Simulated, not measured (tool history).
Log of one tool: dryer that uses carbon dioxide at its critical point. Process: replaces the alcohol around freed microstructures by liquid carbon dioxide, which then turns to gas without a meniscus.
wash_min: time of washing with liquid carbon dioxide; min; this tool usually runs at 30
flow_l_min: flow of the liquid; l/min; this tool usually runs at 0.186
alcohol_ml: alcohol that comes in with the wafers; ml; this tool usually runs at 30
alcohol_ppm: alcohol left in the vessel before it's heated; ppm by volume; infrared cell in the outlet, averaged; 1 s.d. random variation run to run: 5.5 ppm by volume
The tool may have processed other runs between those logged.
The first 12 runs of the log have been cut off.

run	day	wash_min	flow_l_min	alcohol_ml	alcohol_ppm
13	3.475	30	0.291	30	89
14	3.762	30	0.291	30	78
15	3.996	30	0.186	30	375
16	4.217	30	0.186	30	382
17	4.567	30	0.186	30	385
18	4.962	30	0.186	30	389
19	5.388	30	0.186	30	398
20	5.654	30	0.186	30	399
21	5.842	30	0.193	30	350
22	6.2	30	0.193	30	369
23	6.492	30	0.193	30	367
24	6.692	20	0.254	30	585
25	7.117	46	0.187	42	131
26	7.425	37	0.289	83	112
27	7.675	37	0.242	47	130
28	7.912	26	0.131	55	3661
29	8.275	30	0.253	25	147
30	8.571	31	0.124	30	1475
31	8.796	31	0.124	30	1549
32	9.212	31	0.124	30	1469
33	9.579	31	0.124	30	1530
34	9.942	47	0.289	30	99
# day 10.088: inlet filter changed
35	10.208	47	0.289	30	94
36	10.546	30	0.158	30	417

Run 37 has not been measured yet. What should we expect?
37	10.721	30	0.158	30	?

alcohol_ppm: 439 ppm by volume
Minus the tool's unlogged condition, the same run would have read alcohol_ppm 334 ppm by volume.
